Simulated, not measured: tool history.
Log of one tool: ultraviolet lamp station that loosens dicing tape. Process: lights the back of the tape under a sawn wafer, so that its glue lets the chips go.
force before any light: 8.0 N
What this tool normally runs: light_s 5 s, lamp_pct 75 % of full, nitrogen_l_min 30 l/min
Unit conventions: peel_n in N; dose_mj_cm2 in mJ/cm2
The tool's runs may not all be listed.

{"run": 1, "hour": 0.0, "light_s": 5, "lamp_pct": 75, "nitrogen_l_min": 30, "peel_n": 0.779, "dose_mj_cm2": 489}
{"run": 2, "hour": 65.5, "light_s": 5, "lamp_pct": 75, "nitrogen_l_min": 30, "peel_n": 0.766, "dose_mj_cm2": 486}
{"run": 3, "hour": 111.6, "light_s": 5, "lamp_pct": 75, "nitrogen_l_min": 46, "peel_n": 0.588, "dose_mj_cm2": 471}
{"run": 4, "hour": 177.8, "light_s": 5, "lamp_pct": 85, "nitrogen_l_min": 46, "peel_n": 0.495, "dose_mj_cm2": 533}
{"run": 5, "hour": 224.1, "light_s": 5, "lamp_pct": 85, "nitrogen_l_min": 46, "peel_n": 0.475, "dose_mj_cm2": 521}
{"run": 6, "hour": 288.3, "light_s": 5, "lamp_pct": 85, "nitrogen_l_min": 46, "peel_n": 0.508, "dose_mj_cm2": 521}
{"run": 7, "hour": 327.9, "light_s": 5, "lamp_pct": 75, "nitrogen_l_min": 30, "peel_n": 0.888, "dose_mj_cm2": 455}
{"run": 8, "hour": 403.6, "light_s": 5, "lamp_pct": 75, "nitrogen_l_min": 30, "peel_n": 0.908, "dose_mj_cm2": 442}
{"run": 9, "hour": 479.1, "light_s": 5, "lamp_pct": 75, "nitrogen_l_min": 30, "peel_n": 0.946, "dose_mj_cm2": 435}
{"run": 10, "hour": 524.1, "light_s": 5, "lamp_pct": 75, "nitrogen_l_min": 30, "peel_n": 0.964, "dose_mj_cm2": 430}
{"run": 11, "hour": 596.0, "light_s": 5, "lamp_pct": 75, "nitrogen_l_min": 30, "peel_n": 0.973, "dose_mj_cm2": 422}
{"run": 12, "hour": 671.0, "light_s": 2, "lamp_pct": 75, "nitrogen_l_min": 30, "peel_n": 3.351, "dose_mj_cm2": 164}
{"run": 13, "hour": 714.1, "light_s": 5, "lamp_pct": 75, "nitrogen_l_min": 30, "peel_n": 1.042, "dose_mj_cm2": 406}
{"run": 14, "hour": 749.6, "light_s": 5, "lamp_pct": 94, "nitrogen_l_min": 30, "peel_n": 0.69, "dose_mj_cm2": 508}
{"run": 15, "hour": 808.8, "light_s": 5, "lamp_pct": 94, "nitrogen_l_min": 30, "peel_n": 0.701, "dose_mj_cm2": 497}
{"run": 16, "hour": 848.9, "light_s": 5, "lamp_pct": 87, "nitrogen_l_min": 30, "peel_n": 0.771, "dose_mj_cm2": 487}
{"run": 17, "hour": 909.7, "light_s": 5, "lamp_pct": 75, "nitrogen_l_min": 11, "peel_n": 1.373, "dose_mj_cm2": 530}
{"run": 18, "hour": 985.2, "light_s": 5, "lamp_pct": 80, "nitrogen_l_min": 11, "peel_n": 1.279, "dose_mj_cm2": 554}
{"run": 19, "hour": 1042.3, "light_s": 5, "lamp_pct": 80, "nitrogen_l_min": 11, "peel_n": 1.243, "dose_mj_cm2": 540}
{"run": 20, "hour": 1102.9, "light_s": 5, "lamp_pct": 80, "nitrogen_l_min": 11, "peel_n": 1.326, "dose_mj_cm2": 545}
{"run": 21, "hour": 1145.5, "light_s": 5, "lamp_pct": 80, "nitrogen_l_min": 11, "peel_n": 1.325, "dose_mj_cm2": 539}
{"run": 22, "hour": 1218.5, "light_s": 5, "lamp_pct": 80, "nitrogen_l_min": 11, "peel_n": 1.378, "dose_mj_cm2": 524}
{"run": 23, "hour": 1251.6, "light_s": 5, "lamp_pct": 80, "nitrogen_l_min": 11, "peel_n": 1.404, "dose_mj_cm2": 526}
{"run": 24, "hour": 1288.1, "light_s": 5, "lamp_pct": 80, "nitrogen_l_min": 11, "peel_n": 1.456, "dose_mj_cm2": 509}
{"run": 25, "hour": 1356.4, "light_s": 5, "lamp_pct": 80, "nitrogen_l_min": 11, "peel_n": 1.434, "dose_mj_cm2": 505}
{"run": 26, "hour": 1419.3, "light_s": 5, "lamp_pct": 98, "nitrogen_l_min": 57, "peel_n": 0.33, "dose_mj_cm2": 614}
{"run": 27, "hour": 1460.4, "light_s": 7, "lamp_pct": 75, "nitrogen_l_min": 23, "peel_n": 0.537, "dose_mj_cm2": 650}
{"run": 28, "hour": 1517.6, "light_s": 6, "lamp_pct": 75, "nitrogen_l_min": 39, "peel_n": 0.507, "dose_mj_cm2": 549}
{"run": 29, "hour": 1559.4, "light_s": 2, "lamp_pct": 91, "nitrogen_l_min": 30, "peel_n": 2.522, "dose_mj_cm2": 219}
{"run": 30, "hour": 1598.8, "light_s": 2, "lamp_pct": 91, "nitrogen_l_min": 30, "peel_n": 2.543, "dose_mj_cm2": 220}
{"run": 31, "hour": 1660.1, "light_s": 7, "lamp_pct": 84, "nitrogen_l_min": 30, "peel_n": 0.355, "dose_mj_cm2": 735}
{"run": 32, "hour": 1737.1, "light_s": 7, "lamp_pct": 69, "nitrogen_l_min": 59, "peel_n": 0.34, "dose_mj_cm2": 586}
{"run": 33, "hour": 1804.0, "light_s": 6, "lamp_pct": 75, "nitrogen_l_min": 30, "peel_n": 0.643, "dose_mj_cm2": 539}
{"run": 34, "hour": 1848.8, "light_s": 6, "lamp_pct": 75, "nitrogen_l_min": 30, "peel_n": 0.593, "dose_mj_cm2": 537}
{"run": 35, "hour": 1889.6, "light_s": 5, "lamp_pct": 96, "nitrogen_l_min": 30, "peel_n": 0.581, "dose_mj_cm2": 565}
{"run": 36, "hour": 1956.1, "light_s": 7, "lamp_pct": 75, "nitrogen_l_min": 37, "peel_n": 0.41, "dose_mj_cm2": 610}
{"run": 37, "hour": 1988.3, "light_s": 6, "lamp_pct": 62, "nitrogen_l_min": 13, "peel_n": 1.648, "dose_mj_cm2": 426}
{"run": 38, "hour": 2058.5, "light_s": 6, "lamp_pct": 62, "nitrogen_l_min": 13, "peel_n": 1.736, "dose_mj_cm2": 416}
{"run": 39, "hour": 2105.7, "light_s": 7, "lamp_pct": 63, "nitrogen_l_min": 30, "peel_n": 0.75, "dose_mj_cm2": 492}
{"run": 40, "hour": 2175.7, "light_s": 5, "lamp_pct": 83, "nitrogen_l_min": 10, "peel_n": 1.783, "dose_mj_cm2": 458}
{"run": 41, "hour": 2216.7, "light_s": 6, "lamp_pct": 75, "nitrogen_l_min": 30, "peel_n": 0.757, "dose_mj_cm2": 493}
{"run": 42, "hour": 2269.4, "light_s": 10, "lamp_pct": 75, "nitrogen_l_min": 55, "peel_n": 0.253, "dose_mj_cm2": 801}
{"run": 43, "hour": 2329.8, "light_s": 6, "lamp_pct": 75, "nitrogen_l_min": 50, "peel_n": 0.557, "dose_mj_cm2": 471}

Missing from the log above: 3 entries noted between runs. For each, name the pair of listed runs it sits between and say how the tool's hidden condition differs from the listed run just before to the listed run just after:
In the gap between runs 15 and 16: window cleaned of glue's vapour (hour 828.6)
  lamp's light, % of a new lamp's: 78.3 -> 77.7; light that the window lets through, % of a clean one's: 93.6 -> 99.5
  measured result minus the result with no hidden state, peel_n: +0.311 -> +0.296 N; dose_mj_cm2: -182 -> -143 mJ/cm2
In the gap between runs 16 and 17: lamp changed (hour 903.6)
  lamp's light, % of a new lamp's: 77.7 -> 98.6; light that the window lets through, % of a clean one's: 99.5 -> 99
  measured result minus the result with no hidden state, peel_n: +0.296 -> +0.052 N; dose_mj_cm2: -143 -> -13 mJ/cm2
In the gap between runs 30 and 31: window cleaned of glue's vapour (hour 1657.2)
  lamp's light, % of a new lamp's: 87.8 -> 86.9; light that the window lets through, % of a clean one's: 94 -> 99.6
  measured result minus the result with no hidden state, peel_n: +0.518 -> +0.065 N; dose_mj_cm2: -47 -> -115 mJ/cm2

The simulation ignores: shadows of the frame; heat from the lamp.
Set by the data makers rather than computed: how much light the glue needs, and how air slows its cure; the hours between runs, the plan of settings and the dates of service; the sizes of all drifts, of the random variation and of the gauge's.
